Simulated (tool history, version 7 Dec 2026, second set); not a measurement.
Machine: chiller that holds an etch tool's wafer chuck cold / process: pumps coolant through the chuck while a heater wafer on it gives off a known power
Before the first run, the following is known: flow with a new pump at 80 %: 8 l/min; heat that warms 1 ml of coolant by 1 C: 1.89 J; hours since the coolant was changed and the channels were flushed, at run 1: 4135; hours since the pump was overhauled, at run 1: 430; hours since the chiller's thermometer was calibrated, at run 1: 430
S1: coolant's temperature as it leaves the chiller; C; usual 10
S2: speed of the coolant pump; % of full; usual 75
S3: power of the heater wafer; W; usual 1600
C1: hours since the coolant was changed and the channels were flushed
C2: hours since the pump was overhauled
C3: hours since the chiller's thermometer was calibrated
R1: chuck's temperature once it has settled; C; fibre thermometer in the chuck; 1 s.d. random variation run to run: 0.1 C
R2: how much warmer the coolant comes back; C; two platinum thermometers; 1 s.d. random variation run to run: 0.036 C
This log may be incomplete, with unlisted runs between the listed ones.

{"run": 1, "hour": 0.0, "S1": 10, "S2": 75, "S3": 1600, "C1": 4135, "C2": 430, "C3": 430, "R1": 31.8, "R2": 6.76}
{"run": 2, "hour": 13.0, "S1": 10, "S2": 75, "S3": 1600, "C1": 4148, "C2": 443, "C3": 443, "R1": 31.6, "R2": 6.76}
{"run": 3, "hour": 37.7, "S1": 10, "S2": 75, "S3": 1600, "C1": 4173, "C2": 468, "C3": 468, "R1": 31.5, "R2": 6.79}
{"run": 4, "hour": 65.3, "S1": 10, "S2": 75, "S3": 1600, "C1": 4201, "C2": 495, "C3": 495, "R1": 31.6, "R2": 6.85}
{"run": 5, "hour": 93.3, "S1": 10, "S2": 75, "S3": 1600, "C1": 4229, "C2": 523, "C3": 523, "R1": 31.8, "R2": 6.74}
{"run": 6, "hour": 112.9, "S1": 6, "S2": 75, "S3": 1600, "C1": 4248, "C2": 543, "C3": 543, "R1": 27.7, "R2": 6.76}
{"run": 7, "hour": 133.8, "S1": 6, "S2": 75, "S3": 1600, "C1": 4269, "C2": 564, "C3": 564, "R1": 27.6, "R2": 6.83}
{"run": 8, "hour": 160.9, "S1": 6, "S2": 75, "S3": 1600, "C1": 4296, "C2": 591, "C3": 591, "R1": 27.8, "R2": 6.81}
{"run": 9, "hour": 185.4, "S1": 6, "S2": 75, "S3": 1023, "C1": 4321, "C2": 616, "C3": 616, "R1": 19.8, "R2": 4.37}
{"run": 10, "hour": 212.7, "S1": 10, "S2": 75, "S3": 1600, "C1": 4348, "C2": 643, "C3": 643, "R1": 31.7, "R2": 6.81}
{"run": 11, "hour": 238.0, "S1": 10, "S2": 75, "S3": 1600, "C1": 4373, "C2": 668, "C3": 668, "R1": 31.7, "R2": 6.8}
{"run": 12, "hour": 252.8, "S1": 10, "S2": 75, "S3": 1600, "C1": 4388, "C2": 683, "C3": 683, "R1": 31.6, "R2": 6.85}
{"run": 13, "hour": 269.0, "S1": 10, "S2": 75, "S3": 1600, "C1": 4404, "C2": 699, "C3": 699, "R1": 31.8, "R2": 6.81}
{"run": 14, "hour": 281.2, "S1": 10, "S2": 65, "S3": 1600, "C1": 4416, "C2": 711, "C3": 711, "R1": 35.0, "R2": 8.01}
{"run": 15, "hour": 305.7, "S1": 10, "S2": 75, "S3": 1600, "C1": 4441, "C2": 736, "C3": 736, "R1": 31.8, "R2": 6.82}
{"run": 16, "hour": 335.6, "S1": 10, "S2": 75, "S3": 1600, "C1": 4471, "C2": 766, "C3": 766, "R1": 31.7, "R2": 6.84}
{"run": 17, "hour": 359.7, "S1": 14, "S2": 99, "S3": 1362, "C1": 4495, "C2": 790, "C3": 790, "R1": 28.3, "R2": 4.26}
{"hour": 363.1, "done": "chiller's thermometer calibrated"}
{"run": 18, "hour": 386.8, "S1": 15, "S2": 74, "S3": 2250, "C1": 4521, "C2": 816, "C3": 24, "R1": 46.3, "R2": 9.74}
{"run": 19, "hour": 399.6, "S1": 15, "S2": 74, "S3": 2250, "C1": 4534, "C2": 829, "C3": 37, "R1": 46.2, "R2": 9.79}
{"run": 20, "hour": 423.4, "S1": 2, "S2": 83, "S3": 1600, "C1": 4558, "C2": 853, "C3": 60, "R1": 21.9, "R2": 6.07}
{"run": 21, "hour": 443.7, "S1": 2, "S2": 83, "S3": 1600, "C1": 4578, "C2": 873, "C3": 81, "R1": 21.8, "R2": 6.16}
{"run": 22, "hour": 464.0, "S1": 3, "S2": 96, "S3": 1933, "C1": 4598, "C2": 893, "C3": 101, "R1": 23.9, "R2": 6.34}
{"run": 23, "hour": 488.0, "S1": 19, "S2": 61, "S3": 1098, "C1": 4622, "C2": 917, "C3": 125, "R1": 37.3, "R2": 5.95}
{"hour": 494.2, "done": "chiller's thermometer calibrated, once more"}
{"run": 24, "hour": 515.7, "S1": 19, "S2": 61, "S3": 1098, "C1": 4649, "C2": 944, "C3": 21, "R1": 37.5, "R2": 5.92}
{"run": 25, "hour": 528.2, "S1": 19, "S2": 61, "S3": 1098, "C1": 4662, "C2": 956, "C3": 34, "R1": 37.3, "R2": 5.88}
{"run": 26, "hour": 554.1, "S1": 7, "S2": 65, "S3": 1098, "C1": 4687, "C2": 982, "C3": 60, "R1": 24.4, "R2": 5.45}
{"run": 27, "hour": 567.1, "S1": 8, "S2": 63, "S3": 1291, "C1": 4700, "C2": 995, "C3": 73, "R1": 29.0, "R2": 6.7}
{"run": 28, "hour": 587.4, "S1": 10, "S2": 75, "S3": 1748, "C1": 4721, "C2": 1016, "C3": 93, "R1": 34.2, "R2": 7.51}
{"run": 29, "hour": 601.9, "S1": 10, "S2": 75, "S3": 1748, "C1": 4735, "C2": 1030, "C3": 108, "R1": 34.0, "R2": 7.45}
{"run": 30, "hour": 623.0, "S1": 16, "S2": 75, "S3": 1600, "C1": 4756, "C2": 1051, "C3": 129, "R1": 38.0, "R2": 6.89}
{"run": 31, "hour": 645.9, "S1": 10, "S2": 82, "S3": 1556, "C1": 4779, "C2": 1074, "C3": 152, "R1": 29.9, "R2": 6.04}

4 options for the next run, each taken on its own from the tool as it stands now. Forecast them:
{"run": "A", "hour": 675.7, "S1": 6, "S2": 83, "S3": 1364, "C1": 4809, "C2": 1104, "C3": 182, "R1": "?", "R2": "?"}
{"run": "B", "hour": 675.7, "S1": 5, "S2": 75, "S3": 2161, "C1": 4809, "C2": 1104, "C3": 182, "R1": "?", "R2": "?"}
{"run": "C", "hour": 675.7, "S1": 3, "S2": 75, "S3": 1600, "C1": 4809, "C2": 1104, "C3": 182, "R1": "?", "R2": "?"}
{"run": "D", "hour": 675.7, "S1": 10, "S2": 85, "S3": 802, "C1": 4809, "C2": 1104, "C3": 182, "R1": "?", "R2": "?"}

run=A R1=23.2 R2=5.20
run=B R1=35.0 R2=9.29
run=C R1=25.0 R2=6.83
run=D R1=19.9 R2=3.02
Stripped of hidden state, with their random variation kept, the same runs would have yielded:
run=A R1=21.8 R2=5.15
run=B R1=32.6 R2=9.20
run=C R1=23.3 R2=6.77
run=D R1=19.1 R2=2.99

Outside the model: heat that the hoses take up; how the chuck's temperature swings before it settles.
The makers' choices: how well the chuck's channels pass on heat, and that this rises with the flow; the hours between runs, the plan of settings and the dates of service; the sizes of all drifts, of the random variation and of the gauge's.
